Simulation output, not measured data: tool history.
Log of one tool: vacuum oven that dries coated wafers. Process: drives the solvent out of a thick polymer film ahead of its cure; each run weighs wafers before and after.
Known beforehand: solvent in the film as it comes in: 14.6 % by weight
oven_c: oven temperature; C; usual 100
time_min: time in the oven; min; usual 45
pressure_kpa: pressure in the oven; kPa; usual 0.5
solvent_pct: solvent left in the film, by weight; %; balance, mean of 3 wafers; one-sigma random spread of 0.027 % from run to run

run,hour,oven_c,time_min,pressure_kpa,solvent_pct
1,0,100,45,0.5,1.48
2,13.3,100,45,0.5,1.52
3,21,100,45,0.5,1.46
# hour 35.7: oven's thermocouples calibrated
4,37.3,100,45,0.5,1.79
5,48.1,100,45,0.5,1.7
6,63.2,100,45,0.5,1.73
7,79.6,100,64,0.5,1.05
8,94,100,64,0.663,1.19
9,109.4,100,64,0.663,1.15
10,122.7,100,45,0.5,1.78
11,130,100,45,1.198,2.34
12,140.7,97,78,0.5,1.09
13,151.8,97,39,1.469,3.73
14,162.9,113,45,0.5,0.44
# hour 166: vacuum gauge cleaned of residue and calibrated
15,179.7,113,27,0.5,1
16,189.8,113,27,0.5,0.98
17,201.6,106,39,0.438,1.15
18,217,87,42,1.349,6.35
# hour 223.5: vacuum gauge cleaned of residue and calibrated, once more
19,230.8,113,45,0.5,0.36
20,240.1,109,72,0.536,0.37
21,255.4,109,72,0.536,0.42
22,267.2,95,45,0.5,2.68

Below are 3 alternative next runs, each starting from the tool's condition after run 22. Predict each:
A,280.1,95,32,0.5,?
B,280.1,100,49,0.631,?
C,280.1,95,31,0.5,?

run,solvent_pct
A,4.03
B,1.52
C,4.16
Had the tool no hidden state, the same runs would have come out as:
run,solvent_pct
A,4.04
B,1.52
C,4.17
